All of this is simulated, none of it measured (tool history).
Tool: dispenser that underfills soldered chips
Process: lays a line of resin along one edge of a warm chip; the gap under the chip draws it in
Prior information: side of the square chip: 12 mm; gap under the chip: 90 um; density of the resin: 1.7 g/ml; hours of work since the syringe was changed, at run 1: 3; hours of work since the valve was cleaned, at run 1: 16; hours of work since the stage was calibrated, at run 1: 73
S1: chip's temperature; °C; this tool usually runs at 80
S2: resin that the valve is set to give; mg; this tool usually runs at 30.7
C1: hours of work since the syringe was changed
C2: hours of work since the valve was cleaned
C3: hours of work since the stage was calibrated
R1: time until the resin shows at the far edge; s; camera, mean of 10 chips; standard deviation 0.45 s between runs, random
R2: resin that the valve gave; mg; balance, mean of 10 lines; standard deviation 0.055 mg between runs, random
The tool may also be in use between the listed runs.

Run 1, hour 0: usual settings; C1 3; C2 16; C3 73. Result: R1 40.1 s, R2 30.65 mg.
At hour 5.2: new syringe of resin.
Run 2, hour 7.1: usual settings; C1 1; C2 20; C3 78. Result: R1 35.2 s, R2 30.53 mg.
Run 3, hour 13.5: usual settings; C1 5; C2 25; C3 82. Result: R1 48.7 s, R2 30.49 mg.
At hour 14.6: new syringe of resin.
Run 4, hour 21: usual settings; C1 4; C2 29; C3 86. Result: R1 44.6 s, R2 30.54 mg.
At hour 23.9: new syringe of resin.
Run 5, hour 27.1: usual settings but S2 28.5 mg; C1 2; C2 33; C3 90. Result: R1 38.6 s, R2 28.3 mg.
At hour 33.2: new syringe of resin.
Run 6, hour 35.3: usual settings; C1 1; C2 38; C3 95. Result: R1 35.6 s, R2 30.47 mg.
At hour 42.5: new syringe of resin.
Run 7, hour 43.3: usual settings; C1 1; C2 43; C3 100. Result: R1 33.6 s, R2 30.23 mg.
Run 8, hour 47.4: usual settings; C1 3; C2 46; C3 103. Result: R1 41.4 s, R2 30.28 mg.
At hour 52: new syringe of resin.
Run 9, hour 53.3: usual settings but S2 33.4 mg; C1 1; C2 50; C3 107. Result: R1 33.8 s, R2 32.83 mg.
Run 10, hour 57.7: usual settings but S2 30.8 mg; C1 4; C2 53; C3 110. Result: R1 42.4 s, R2 30.37 mg.
At hour 61.3: new syringe of resin.
Run 11, hour 62.7: usual settings; C1 1; C2 56; C3 113. Result: R1 34 s, R2 30.22 mg.
Run 12, hour 69.7: usual settings; C1 5; C2 60; C3 117. Result: R1 47.4 s, R2 30.14 mg.
At hour 71.1: dispensing valve cleaned and set on the balance.
At hour 71.9: new syringe of resin.
Run 13, hour 77.1: usual settings; C1 3; C2 4; C3 121. Result: R1 40.4 s, R2 30.53 mg.
Run 14, hour 80.8: usual settings; C1 6; C2 6; C3 124. Result: R1 47.7 s, R2 30.5 mg.
At hour 81.5: new syringe of resin.
Run 15, hour 86.1: usual settings; C1 3; C2 9; C3 127. Result: R1 40.7 s, R2 30.55 mg.
At hour 91.3: new syringe of resin.
Run 16, hour 91.8: usual settings; C1 0; C2 13; C3 130. Result: R1 33 s, R2 30.45 mg.
Run 17, hour 98.4: usual settings; C1 5; C2 17; C3 135. Result: R1 44.5 s, R2 30.31 mg.
At hour 100.7: new syringe of resin.
Run 18, hour 107: usual settings; C1 4; C2 23; C3 140. Result: R1 42.8 s, R2 30.25 mg.
At hour 110.1: new syringe of resin.
Run 19, hour 114.5: usual settings but S1 94 °C, S2 26.8 mg; C1 3; C2 27; C3 145. Result: R1 23 s, R2 26.42 mg.
At hour 119.6: new syringe of resin.
Run 20, hour 122.4: usual settings but S1 94 °C, S2 26.8 mg; C1 2; C2 32; C3 150. Result: R1 20.2 s, R2 26.51 mg.
Run 21, hour 127.6: usual settings but S1 86 °C, S2 26.8 mg; C1 5; C2 36; C3 153. Result: R1 37.7 s, R2 26.31 mg.
At hour 129.4: new syringe of resin.
Run 22, hour 136: usual settings but S1 73 °C, S2 26.8 mg; C1 4; C2 41; C3 158. Result: R1 61.1 s, R2 26.43 mg.
At hour 138.7: new syringe of resin.
Run 23, hour 140.9: usual settings but S1 73 °C, S2 26.8 mg; C1 1; C2 44; C3 161. Result: R1 48.9 s, R2 26.35 mg.
At hour 148.4: new syringe of resin.
Run 24, hour 148.5: usual settings but S1 66 °C, S2 36.7 mg; C1 0; C2 49; C3 166. Result: R1 56.9 s, R2 35.96 mg.
Run 25, hour 153.4: usual settings but S1 84 °C, S2 37.4 mg; C1 3; C2 52; C3 169. Result: R1 32.3 s, R2 36.63 mg.
At hour 157.7: new syringe of resin.
Run 26, hour 161.3: usual settings but S1 84 °C, S2 37.4 mg; C1 2; C2 57; C3 174. Result: R1 30.7 s, R2 36.49 mg.
Run 27, hour 166.2: usual settings but S1 84 °C, S2 37.4 mg; C1 6; C2 60; C3 178. Result: R1 38.6 s, R2 36.44 mg.

Run 28, settings as shown, results not yet in. Your forecast:
At hour 167.5: dispensing valve cleaned and set on the balance.
At hour 168.5: new syringe of resin.
Run 28, hour 175.9: usual settings but S1 84 °C, S2 37.4 mg; C1 5; C2 5; C3 183. Result: R1 ?, R2 ?.

Run 28 came out at R1 38.1 s, R2 37.18 mg.
Had the tool carried no hidden state, the very same run would have given R1 28 s, R2 37.4 mg.
